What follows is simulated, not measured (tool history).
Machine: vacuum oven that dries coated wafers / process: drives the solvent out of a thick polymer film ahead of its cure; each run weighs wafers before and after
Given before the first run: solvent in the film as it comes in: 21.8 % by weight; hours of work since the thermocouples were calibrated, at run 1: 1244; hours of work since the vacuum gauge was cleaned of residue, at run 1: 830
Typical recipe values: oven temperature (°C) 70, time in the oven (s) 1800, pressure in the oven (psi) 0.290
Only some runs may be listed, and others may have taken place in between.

run,hour,oven temperature (°C),time in the oven (s),pressure in the oven (psi),hours of work since the thermocouples were calibrated,hours of work since the vacuum gauge was cleaned of residue,solvent left in the film (%)
1,0.0,70,1800,0.290,1244,830,2.02
2,32.1,70,1800,0.596,1269,855,2.86
3,67.0,70,1800,0.596,1296,882,2.89
4,112.3,70,1800,0.596,1332,918,2.88
5,152.0,55,1800,0.290,1363,949,8.07
6,201.4,55,1800,0.290,1401,987,8.03
# hour 215.6: oven's thermocouples calibrated
7,249.6,70,1800,0.292,27,1023,2.38
8,292.3,70,1800,0.292,60,1057,2.40
9,324.6,70,1800,0.292,85,1082,2.36
10,374.7,70,1800,0.290,124,1121,2.35
11,425.8,70,1800,0.290,164,1161,2.40
12,476.9,70,1800,0.290,204,1201,2.39
13,519.7,70,1800,0.290,238,1235,2.34
14,566.3,70,2400,0.290,274,1271,1.60
15,598.1,83,1800,0.290,299,1296,0.64
16,623.5,83,1800,0.290,319,1316,0.66
17,655.0,70,1800,0.209,344,1341,2.15
18,677.5,70,1800,0.209,361,1358,2.12
19,718.7,70,1800,0.209,393,1390,2.13
20,740.4,70,1800,0.209,410,1407,2.11
21,765.9,70,1800,0.290,430,1427,2.35
22,816.2,70,1080,0.290,470,1467,4.64
23,852.6,70,1800,0.290,498,1495,2.36
24,886.0,78,2220,0.174,524,1521,0.58
25,935.5,74,1860,0.602,563,1560,2.18
26,980.4,74,1860,0.602,598,1595,2.21
27,1018.1,74,1860,0.602,627,1624,2.19
28,1058.2,76,3180,0.206,659,1656,0.66
29,1084.1,76,3180,0.206,679,1676,0.62
30,1129.6,67,1560,0.750,715,1712,5.28
31,1168.2,78,1860,0.750,745,1742,1.96
32,1201.8,78,1860,0.750,771,1768,1.96
33,1234.4,78,1860,0.270,797,1794,0.89
# hour 1276.8: vacuum gauge cleaned of residue and calibrated
34,1286.4,78,1860,0.270,836,8,0.77
35,1320.0,78,1860,0.270,862,34,0.78
36,1363.7,82,1860,0.463,897,68,0.93
37,1398.8,82,1860,0.463,924,95,0.92
38,1435.8,58,2460,0.373,953,124,5.40
39,1481.8,79,1800,0.290,989,160,0.75
40,1527.8,79,1800,0.290,1025,196,0.80
41,1561.0,79,1800,0.290,1051,222,0.75
42,1608.5,79,1800,0.290,1088,259,0.77
43,1633.4,73,2100,0.261,1107,279,1.13
44,1666.4,58,1800,0.215,1133,305,6.51
45,1690.1,58,2160,0.344,1152,323,5.93
46,1732.3,74,1260,0.708,1185,356,3.29

Forecast each of these 3 alternatives for the next run:
A,1774.4,74,900,0.708,1218,389,?
B,1774.4,67,1260,0.708,1218,389,?
C,1774.4,61,3180,0.483,1218,389,?

run,solvent left in the film (%)
A,4.74
B,5.94
C,3.50
Without the tool's unlogged condition, the same runs would have read:
run,solvent left in the film (%)
A,4.96
B,6.19
C,3.65

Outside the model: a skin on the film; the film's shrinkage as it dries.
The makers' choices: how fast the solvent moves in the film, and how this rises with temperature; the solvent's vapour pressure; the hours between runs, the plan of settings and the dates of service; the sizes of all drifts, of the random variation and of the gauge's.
